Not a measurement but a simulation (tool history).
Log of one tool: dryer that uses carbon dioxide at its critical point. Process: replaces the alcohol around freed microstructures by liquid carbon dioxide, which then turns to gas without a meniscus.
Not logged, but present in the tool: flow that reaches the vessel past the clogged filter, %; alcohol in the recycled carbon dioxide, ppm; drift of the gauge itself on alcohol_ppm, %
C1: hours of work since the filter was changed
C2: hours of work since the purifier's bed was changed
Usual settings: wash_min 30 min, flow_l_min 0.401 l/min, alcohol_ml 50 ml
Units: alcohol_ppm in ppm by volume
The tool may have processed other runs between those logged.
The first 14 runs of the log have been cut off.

{"run": 15, "day": 8.05, "wash_min": 30, "flow_l_min": 0.401, "alcohol_ml": 21, "C1": 299, "C2": 245, "alcohol_ppm": 78}
{"run": 16, "day": 8.508, "wash_min": 30, "flow_l_min": 0.401, "alcohol_ml": 50, "C1": 306, "C2": 252, "alcohol_ppm": 158}
{"run": 17, "day": 8.958, "wash_min": 30, "flow_l_min": 0.401, "alcohol_ml": 50, "C1": 313, "C2": 259, "alcohol_ppm": 163}
{"run": 18, "day": 9.692, "wash_min": 30, "flow_l_min": 0.401, "alcohol_ml": 50, "C1": 324, "C2": 271, "alcohol_ppm": 149}
{"run": 19, "day": 10.454, "wash_min": 35, "flow_l_min": 0.401, "alcohol_ml": 50, "C1": 336, "C2": 283, "alcohol_ppm": 72}
{"run": 20, "day": 11.008, "wash_min": 18, "flow_l_min": 0.644, "alcohol_ml": 92, "C1": 344, "C2": 291, "alcohol_ppm": 378}
{"run": 21, "day": 11.362, "wash_min": 30, "flow_l_min": 0.394, "alcohol_ml": 50, "C1": 350, "C2": 297, "alcohol_ppm": 181}
{"run": 22, "day": 12.058, "wash_min": 33, "flow_l_min": 0.481, "alcohol_ml": 60, "C1": 361, "C2": 307, "alcohol_ppm": 52}
{"run": 23, "day": 12.825, "wash_min": 18, "flow_l_min": 0.553, "alcohol_ml": 60, "C1": 372, "C2": 319, "alcohol_ppm": 474}
{"run": 24, "day": 13.567, "wash_min": 18, "flow_l_min": 0.553, "alcohol_ml": 60, "C1": 384, "C2": 331, "alcohol_ppm": 488}
{"run": 25, "day": 14.254, "wash_min": 30, "flow_l_min": 0.478, "alcohol_ml": 24, "C1": 395, "C2": 341, "alcohol_ppm": 50}
{"run": 26, "day": 14.588, "wash_min": 26, "flow_l_min": 0.401, "alcohol_ml": 30, "C1": 400, "C2": 347, "alcohol_ppm": 203}

Expected results for the next run?
{"run": 27, "day": 15.183, "wash_min": 30, "flow_l_min": 0.317, "alcohol_ml": 27, "C1": 409, "C2": 356, "alcohol_ppm": "?"}

alcohol_ppm: 254 ppm by volume
On a tool with no hidden condition, and with the same random variation, this run would have come out at alcohol_ppm 152 ppm by volume.

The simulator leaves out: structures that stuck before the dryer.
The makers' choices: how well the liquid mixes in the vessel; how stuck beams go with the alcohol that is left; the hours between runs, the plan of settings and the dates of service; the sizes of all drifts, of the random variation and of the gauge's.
